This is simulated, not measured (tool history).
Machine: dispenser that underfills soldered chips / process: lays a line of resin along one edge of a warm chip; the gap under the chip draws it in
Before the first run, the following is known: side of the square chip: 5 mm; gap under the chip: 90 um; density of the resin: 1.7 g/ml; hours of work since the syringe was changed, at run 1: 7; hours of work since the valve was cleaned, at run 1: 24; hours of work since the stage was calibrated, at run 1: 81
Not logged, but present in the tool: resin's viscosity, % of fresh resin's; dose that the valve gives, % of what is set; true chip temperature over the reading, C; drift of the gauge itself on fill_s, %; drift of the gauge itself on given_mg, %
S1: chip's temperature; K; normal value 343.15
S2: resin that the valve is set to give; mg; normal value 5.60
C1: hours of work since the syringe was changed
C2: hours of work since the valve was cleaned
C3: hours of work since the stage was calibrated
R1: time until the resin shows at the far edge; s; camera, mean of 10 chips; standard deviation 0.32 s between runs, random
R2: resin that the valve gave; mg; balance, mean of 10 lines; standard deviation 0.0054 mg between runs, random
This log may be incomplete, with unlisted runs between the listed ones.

{"run": 1, "day": 0.0, "S1": 343.15, "S2": 5.6, "C1": 7, "C2": 24, "C3": 81, "R1": 15.6, "R2": 5.532}
{"day": 0.271, "done": "new syringe of resin"}
{"run": 2, "day": 0.342, "S1": 343.15, "S2": 5.99, "C1": 1, "C2": 30, "C3": 87, "R1": 11.8, "R2": 5.919}
{"run": 3, "day": 0.688, "S1": 343.15, "S2": 5.99, "C1": 7, "C2": 36, "C3": 93, "R1": 16.8, "R2": 5.901}
{"day": 0.967, "done": "new syringe of resin"}
{"run": 4, "day": 1.038, "S1": 343.15, "S2": 5.99, "C1": 1, "C2": 42, "C3": 99, "R1": 11.7, "R2": 5.896}
{"day": 1.1, "done": "dispensing valve cleaned and set on the balance"}
{"run": 5, "day": 1.367, "S1": 343.15, "S2": 5.99, "C1": 6, "C2": 5, "C3": 104, "R1": 15.1, "R2": 5.991}
{"day": 1.679, "done": "new syringe of resin"}
{"run": 6, "day": 1.854, "S1": 343.15, "S2": 5.99, "C1": 3, "C2": 13, "C3": 112, "R1": 12.8, "R2": 5.973}
{"run": 7, "day": 2.075, "S1": 343.15, "S2": 5.09, "C1": 7, "C2": 17, "C3": 116, "R1": 16.9, "R2": 5.064}
{"day": 2.358, "done": "new syringe of resin"}
{"run": 8, "day": 2.392, "S1": 343.15, "S2": 5.09, "C1": 1, "C2": 22, "C3": 121, "R1": 11.6, "R2": 5.062}
{"run": 9, "day": 2.6, "S1": 343.15, "S2": 5.09, "C1": 4, "C2": 26, "C3": 125, "R1": 14.7, "R2": 5.046}
{"run": 10, "day": 2.808, "S1": 343.15, "S2": 5.09, "C1": 8, "C2": 29, "C3": 129, "R1": 17.3, "R2": 5.042}
{"day": 3.062, "done": "new syringe of resin"}
{"run": 11, "day": 3.233, "S1": 343.15, "S2": 5.09, "C1": 3, "C2": 36, "C3": 136, "R1": 13.8, "R2": 5.032}
{"run": 12, "day": 3.479, "S1": 335.15, "S2": 5.14, "C1": 7, "C2": 41, "C3": 140, "R1": 25.0, "R2": 5.076}
{"day": 3.646, "done": "dispensing valve cleaned and set on the balance"}
{"run": 13, "day": 3.733, "S1": 335.15, "S2": 5.14, "C1": 11, "C2": 1, "C3": 144, "R1": 31.5, "R2": 5.114}
{"day": 3.775, "done": "new syringe of resin"}
{"run": 14, "day": 4.175, "S1": 333.15, "S2": 5.74, "C1": 7, "C2": 9, "C3": 151, "R1": 26.3, "R2": 5.699}
{"day": 4.471, "done": "new syringe of resin"}
{"run": 15, "day": 4.625, "S1": 349.15, "S2": 5.6, "C1": 3, "C2": 17, "C3": 159, "R1": 10.2, "R2": 5.562}
{"run": 16, "day": 5.05, "S1": 349.15, "S2": 5.6, "C1": 10, "C2": 24, "C3": 166, "R1": 15.0, "R2": 5.551}
{"day": 5.142, "done": "new syringe of resin"}
{"run": 17, "day": 5.4, "S1": 357.15, "S2": 6.58, "C1": 4, "C2": 30, "C3": 172, "R1": 7.1, "R2": 6.49}
{"day": 5.821, "done": "new syringe of resin"}
{"run": 18, "day": 5.821, "S1": 333.15, "S2": 5.01, "C1": 0, "C2": 37, "C3": 179, "R1": 19.0, "R2": 4.932}
{"run": 19, "day": 6.054, "S1": 353.15, "S2": 5.01, "C1": 4, "C2": 41, "C3": 183, "R1": 9.2, "R2": 4.918}
{"day": 6.204, "done": "dispensing valve cleaned and set on the balance"}
{"day": 6.529, "done": "new syringe of resin"}
{"run": 20, "day": 6.588, "S1": 336.15, "S2": 7.02, "C1": 1, "C2": 6, "C3": 191, "R1": 16.0, "R2": 7.017}

Consider 4 possible next runs. They are alternatives, not a sequence: every one starts from the tool as it was left by run 20. What does each give?
{"run": "A", "day": 6.842, "S1": 356.15, "S2": 5.6, "C1": 5, "C2": 11, "C3": 196, "R1": "?", "R2": "?"}
{"run": "B", "day": 6.842, "S1": 343.15, "S2": 6.33, "C1": 5, "C2": 11, "C3": 196, "R1": "?", "R2": "?"}
{"run": "C", "day": 6.842, "S1": 336.15, "S2": 5.74, "C1": 5, "C2": 11, "C3": 196, "R1": "?", "R2": "?"}
{"run": "D", "day": 6.842, "S1": 343.15, "S2": 6.0, "C1": 5, "C2": 11, "C3": 196, "R1": "?", "R2": "?"}

run=A R1=8.1 R2=5.590
run=B R1=15.0 R2=6.320
run=C R1=20.3 R2=5.737
run=D R1=14.6 R2=5.983
What these runs would have given with no unlogged condition in the tool:
run=A R1=5.9 R2=5.600
run=B R1=11.0 R2=6.332
run=C R1=14.6 R2=5.748
run=D R1=10.6 R2=5.994
